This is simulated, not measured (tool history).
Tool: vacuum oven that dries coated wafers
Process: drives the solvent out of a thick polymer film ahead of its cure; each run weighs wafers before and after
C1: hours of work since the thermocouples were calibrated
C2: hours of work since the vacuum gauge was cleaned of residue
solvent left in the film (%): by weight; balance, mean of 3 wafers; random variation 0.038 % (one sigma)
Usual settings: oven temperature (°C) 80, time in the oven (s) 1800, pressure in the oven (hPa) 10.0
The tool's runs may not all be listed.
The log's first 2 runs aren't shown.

run 3 hour=143.4 | oven_temperature_(°C)=83 time_in_the_oven_(s)=1800 pressure_in_the_oven_(hPa)=10.0 | C1=139 C2=870 | solvent_left_in_the_film_(%)=2.74
run 4 hour=207.1 | oven_temperature_(°C)=83 time_in_the_oven_(s)=1800 pressure_in_the_oven_(hPa)=10.0 | C1=182 C2=913 | solvent_left_in_the_film_(%)=2.87
run 5 hour=273.2 | oven_temperature_(°C)=83 time_in_the_oven_(s)=1800 pressure_in_the_oven_(hPa)=10.0 | C1=226 C2=958 | solvent_left_in_the_film_(%)=2.82
run 6 hour=323.1 | oven_temperature_(°C)=89 time_in_the_oven_(s)=1800 pressure_in_the_oven_(hPa)=10.0 | C1=260 C2=991 | solvent_left_in_the_film_(%)=1.73
run 7 hour=415.2 | oven_temperature_(°C)=89 time_in_the_oven_(s)=1800 pressure_in_the_oven_(hPa)=10.0 | C1=322 C2=1054 | solvent_left_in_the_film_(%)=1.83
run 8 hour=502.6 | oven_temperature_(°C)=89 time_in_the_oven_(s)=1800 pressure_in_the_oven_(hPa)=10.0 | C1=381 C2=1112 | solvent_left_in_the_film_(%)=1.78
run 9 hour=566.5 | oven_temperature_(°C)=89 time_in_the_oven_(s)=1800 pressure_in_the_oven_(hPa)=10.0 | C1=424 C2=1156 | solvent_left_in_the_film_(%)=1.77
run 10 hour=614.0 | oven_temperature_(°C)=89 time_in_the_oven_(s)=1800 pressure_in_the_oven_(hPa)=10.0 | C1=456 C2=1188 | solvent_left_in_the_film_(%)=1.81
run 11 hour=697.7 | oven_temperature_(°C)=89 time_in_the_oven_(s)=1800 pressure_in_the_oven_(hPa)=10.0 | C1=513 C2=1244 | solvent_left_in_the_film_(%)=1.82
run 12 hour=777.7 | oven_temperature_(°C)=89 time_in_the_oven_(s)=1800 pressure_in_the_oven_(hPa)=10.0 | C1=567 C2=1298 | solvent_left_in_the_film_(%)=1.89
run 13 hour=838.3 | oven_temperature_(°C)=89 time_in_the_oven_(s)=1800 pressure_in_the_oven_(hPa)=10.0 | C1=608 C2=1339 | solvent_left_in_the_film_(%)=1.87
run 14 hour=930.4 | oven_temperature_(°C)=89 time_in_the_oven_(s)=1800 pressure_in_the_oven_(hPa)=10.0 | C1=670 C2=1401 | solvent_left_in_the_film_(%)=1.92
run 15 hour=1012.9 | oven_temperature_(°C)=80 time_in_the_oven_(s)=1800 pressure_in_the_oven_(hPa)=10.0 | C1=725 C2=1457 | solvent_left_in_the_film_(%)=3.80
run 16 hour=1077.0 | oven_temperature_(°C)=78 time_in_the_oven_(s)=1800 pressure_in_the_oven_(hPa)=10.0 | C1=769 C2=1500 | solvent_left_in_the_film_(%)=4.42
run 17 hour=1149.1 | oven_temperature_(°C)=80 time_in_the_oven_(s)=1920 pressure_in_the_oven_(hPa)=10.0 | C1=817 C2=1549 | solvent_left_in_the_film_(%)=3.52
run 18 hour=1243.2 | oven_temperature_(°C)=80 time_in_the_oven_(s)=1800 pressure_in_the_oven_(hPa)=10.0 | C1=881 C2=1612 | solvent_left_in_the_film_(%)=3.93
run 19 hour=1305.3 | oven_temperature_(°C)=80 time_in_the_oven_(s)=1800 pressure_in_the_oven_(hPa)=10.0 | C1=923 C2=1654 | solvent_left_in_the_film_(%)=3.96
run 20 hour=1390.4 | oven_temperature_(°C)=80 time_in_the_oven_(s)=1800 pressure_in_the_oven_(hPa)=25.9 | C1=980 C2=1711 | solvent_left_in_the_film_(%)=4.38
-- hour=1460.6 oven's thermocouples calibrated
run 21 hour=1470.6 | oven_temperature_(°C)=80 time_in_the_oven_(s)=1800 pressure_in_the_oven_(hPa)=10.0 | C1=7 C2=1764 | solvent_left_in_the_film_(%)=4.19
run 22 hour=1515.9 | oven_temperature_(°C)=80 time_in_the_oven_(s)=1380 pressure_in_the_oven_(hPa)=10.0 | C1=37 C2=1795 | solvent_left_in_the_film_(%)=5.67
run 23 hour=1559.7 | oven_temperature_(°C)=68 time_in_the_oven_(s)=2340 pressure_in_the_oven_(hPa)=6.1 | C1=67 C2=1824 | solvent_left_in_the_film_(%)=6.14
run 24 hour=1607.0 | oven_temperature_(°C)=68 time_in_the_oven_(s)=2340 pressure_in_the_oven_(hPa)=6.1 | C1=99 C2=1856 | solvent_left_in_the_film_(%)=6.12
run 25 hour=1693.6 | oven_temperature_(°C)=68 time_in_the_oven_(s)=1140 pressure_in_the_oven_(hPa)=5.6 | C1=157 C2=1914 | solvent_left_in_the_film_(%)=9.89

Run 26 comes next. What will it give?
run 26 hour=1753.3 | oven_temperature_(°C)=80 time_in_the_oven_(s)=1800 pressure_in_the_oven_(hPa)=10.0 | C1=197 C2=1955 | solvent_left_in_the_film_(%)=?

solvent left in the film (%): 4.31
Without the tool's hidden state the same run would have given solvent left in the film (%) 3.30.
